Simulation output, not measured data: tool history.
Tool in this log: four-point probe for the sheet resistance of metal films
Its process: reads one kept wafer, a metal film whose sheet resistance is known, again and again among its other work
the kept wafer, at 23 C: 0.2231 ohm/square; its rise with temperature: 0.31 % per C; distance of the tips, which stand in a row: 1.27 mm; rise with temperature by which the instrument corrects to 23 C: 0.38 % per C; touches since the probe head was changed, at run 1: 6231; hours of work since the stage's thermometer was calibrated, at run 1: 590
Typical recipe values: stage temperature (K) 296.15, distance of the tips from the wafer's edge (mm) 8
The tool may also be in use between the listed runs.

run   hour  stage temperature (K)  distance of the tips from the wafer's edge (mm)  touches since the probe head was changed  hours of work since the stage's thermometer was calibrated  sheet resistance as the instrument gives it (ohm/square)
  1    0.0                 296.15                                                8                                      6231                                                         590                                                  0.225955
  2   27.3                 296.15                                                8                                      7648                                                         607                                                  0.225816
  3   44.2                 294.15                                                8                                      8521                                                         618                                                  0.226186
  4   58.6                 294.15                                                8                                      9266                                                         628                                                  0.226148
  5   77.5                 296.15                                                3                                     10245                                                         640                                                  0.242186
      79.9  -- stage's thermometer calibrated
  6  103.3                 292.15                                               10                                     11555                                                          15                                                  0.225341
  7  125.4                 296.15                                                5                                     12701                                                          29                                                  0.230087
  8  145.9                 295.15                                                5                                     13763                                                          43                                                  0.230199
  9  158.3                 293.15                                                4                                     14409                                                          51                                                  0.234459
 10  173.9                 293.15                                                4                                     15217                                                          61                                                  0.234492

3 options for the next run, each taken on its own from the tool as it stands now. Forecast them:
     188.9  -- stage's thermometer calibrated, once more
  A  190.9                 293.15                                               74                                     16069                                                           1                                                         ?
     188.9  -- stage's thermometer calibrated, once more
  B  190.9                 299.15                                                7                                     16069                                                           1                                                         ?
     188.9  -- stage's thermometer calibrated, once more
  C  190.9                 293.15                                               12                                     16069                                                           1                                                         ?

run  sheet resistance as the instrument gives it (ohm/square)
  A                                                  0.222841
  B                                                  0.225693
  C                                                  0.224157
What these runs would have given with no unlogged condition in the tool:
run  sheet resistance as the instrument gives it (ohm/square)
  A                                                  0.223626
  B                                                  0.226487
  C                                                  0.224946
